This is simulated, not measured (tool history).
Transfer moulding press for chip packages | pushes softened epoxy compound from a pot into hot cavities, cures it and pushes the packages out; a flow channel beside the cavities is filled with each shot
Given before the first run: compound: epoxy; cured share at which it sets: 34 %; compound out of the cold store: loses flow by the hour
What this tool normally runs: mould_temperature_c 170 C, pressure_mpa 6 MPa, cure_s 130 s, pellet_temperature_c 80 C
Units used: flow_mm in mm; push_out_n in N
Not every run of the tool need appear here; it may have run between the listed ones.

run,day,mould_temperature_c,pressure_mpa,cure_s,pellet_temperature_c,incoming compound's hours out of the cold store,flow_mm,push_out_n
1,0,170,6,130,80,43.2,716,384
2,0.667,171,6,130,80,28.7,747,386
3,1.221,171,6,130,80,38.5,722,388
4,2.108,170,6,130,80,42.9,715,389
5,2.971,170,6,127,80,41.7,720,408
6,3.875,170,6,127,80,32.7,744,414
# day 4.708: cavities cleaned with cleaning compound and waxed
7,4.796,170,6,127,80,10.3,803,401
8,5.617,170,6,130,80,44,712,381
9,6.529,171,6,130,80,41.1,716,384
10,7.121,170,6,130,74,15.4,790,395
11,7.742,170,6,130,74,30.1,748,385
12,8.2,170,5.64,119,86,37,707,414
13,8.738,170,4.88,145,84,33.6,666,378
14,9.654,171,4.76,169,80,32.5,658,363
15,10.417,171,4.76,169,80,22.3,680,352
16,10.804,162,4.58,130,72,15.9,734,706
# day 11.433: cavities cleaned with cleaning compound and waxed
17,11.583,170,6,130,80,40.6,723,391
18,12.296,170,6,130,80,32.9,741,397
19,12.721,172,6,163,80,8.4,798,363
20,13.638,172,6,165,88,43.6,700,352

Here are 5 independent what-if runs from the current tool condition. What would each one return?
A,14.075,172,6.65,165,88,18.5,?,?
B,14.075,172,6.28,165,88,13.4,?,?
C,14.075,175,7.48,130,80,12.5,?,?
D,14.075,170,6,116,80,39.2,?,?
E,14.075,170,4.63,124,80,41.9,?,?

run,flow_mm,push_out_n
A,810,360
B,802,371
C,859,355
D,727,448
E,632,413
Take away the tool's hidden state, keep each run's random variation, and the runs would have read:
run,flow_mm,push_out_n
A,811,356
B,803,367
C,860,351
D,727,442
E,632,408
